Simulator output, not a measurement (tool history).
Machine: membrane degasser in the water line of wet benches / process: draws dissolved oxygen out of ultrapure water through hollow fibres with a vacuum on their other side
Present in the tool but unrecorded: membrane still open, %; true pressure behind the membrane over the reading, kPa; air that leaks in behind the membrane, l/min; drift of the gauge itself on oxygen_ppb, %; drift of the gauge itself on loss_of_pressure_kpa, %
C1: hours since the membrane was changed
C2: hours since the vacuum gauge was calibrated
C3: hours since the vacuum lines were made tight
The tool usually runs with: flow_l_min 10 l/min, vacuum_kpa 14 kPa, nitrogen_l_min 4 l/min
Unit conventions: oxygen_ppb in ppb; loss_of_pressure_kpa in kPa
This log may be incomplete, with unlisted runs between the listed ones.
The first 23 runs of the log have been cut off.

{"run": 24, "day": 67.388, "flow_l_min": 8, "vacuum_kpa": 24.6, "nitrogen_l_min": 4, "C1": 3057, "C2": 2890, "C3": 3225, "oxygen_ppb": 112.4, "loss_of_pressure_kpa": 36.81}
{"run": 25, "day": 69.45, "flow_l_min": 6, "vacuum_kpa": 22.2, "nitrogen_l_min": 3.6, "C1": 3107, "C2": 2939, "C3": 3274, "oxygen_ppb": 82.2, "loss_of_pressure_kpa": 27.79}
{"run": 26, "day": 72.467, "flow_l_min": 6, "vacuum_kpa": 22.2, "nitrogen_l_min": 3.6, "C1": 3179, "C2": 3012, "C3": 3347, "oxygen_ppb": 81.2, "loss_of_pressure_kpa": 27.66}
{"run": 27, "day": 76.342, "flow_l_min": 13, "vacuum_kpa": 16.2, "nitrogen_l_min": 8.83, "C1": 3272, "C2": 3105, "C3": 3440, "oxygen_ppb": 81.9, "loss_of_pressure_kpa": 59.99}
{"run": 28, "day": 80.246, "flow_l_min": 13, "vacuum_kpa": 16.2, "nitrogen_l_min": 8.83, "C1": 3366, "C2": 3198, "C3": 3533, "oxygen_ppb": 80, "loss_of_pressure_kpa": 60.53}
{"run": 29, "day": 83.471, "flow_l_min": 6, "vacuum_kpa": 14, "nitrogen_l_min": 3.84, "C1": 3443, "C2": 3276, "C3": 3611, "oxygen_ppb": 45.7, "loss_of_pressure_kpa": 27.81}
{"run": 30, "day": 87.212, "flow_l_min": 12, "vacuum_kpa": 10.5, "nitrogen_l_min": 3.12, "C1": 3533, "C2": 3365, "C3": 3700, "oxygen_ppb": 95, "loss_of_pressure_kpa": 55.73}
{"run": 31, "day": 91.3, "flow_l_min": 12, "vacuum_kpa": 25.3, "nitrogen_l_min": 10.8, "C1": 3631, "C2": 3464, "C3": 3799, "oxygen_ppb": 87.2, "loss_of_pressure_kpa": 55.86}
{"run": 32, "day": 95.575, "flow_l_min": 14, "vacuum_kpa": 30.4, "nitrogen_l_min": 6.59, "C1": 3734, "C2": 3566, "C3": 3901, "oxygen_ppb": 180, "loss_of_pressure_kpa": 64.8}

3 ways to go on from here, each from the tool as it stands after run 32. What would each give?
{"run": "A", "day": 99.904, "flow_l_min": 13, "vacuum_kpa": 20.7, "nitrogen_l_min": 2.89, "C1": 3838, "C2": 3670, "C3": 4005, "oxygen_ppb": "?", "loss_of_pressure_kpa": "?"}
{"run": "B", "day": 99.904, "flow_l_min": 14, "vacuum_kpa": 33.7, "nitrogen_l_min": 10.15, "C1": 3838, "C2": 3670, "C3": 4005, "oxygen_ppb": "?", "loss_of_pressure_kpa": "?"}
{"run": "C", "day": 99.904, "flow_l_min": 14, "vacuum_kpa": 8.7, "nitrogen_l_min": 6.59, "C1": 3838, "C2": 3670, "C3": 4005, "oxygen_ppb": "?", "loss_of_pressure_kpa": "?"}

run=A oxygen_ppb=220.2 loss_of_pressure_kpa=60.08
run=B oxygen_ppb=142.8 loss_of_pressure_kpa=64.35
run=C oxygen_ppb=69.2 loss_of_pressure_kpa=65.29
The same runs, with their run-to-run variation unchanged, on a tool lacking any hidden condition would have given:
run=A oxygen_ppb=220.1 loss_of_pressure_kpa=60.07
run=B oxygen_ppb=142.7 loss_of_pressure_kpa=64.33
run=C oxygen_ppb=69.2 loss_of_pressure_kpa=65.28
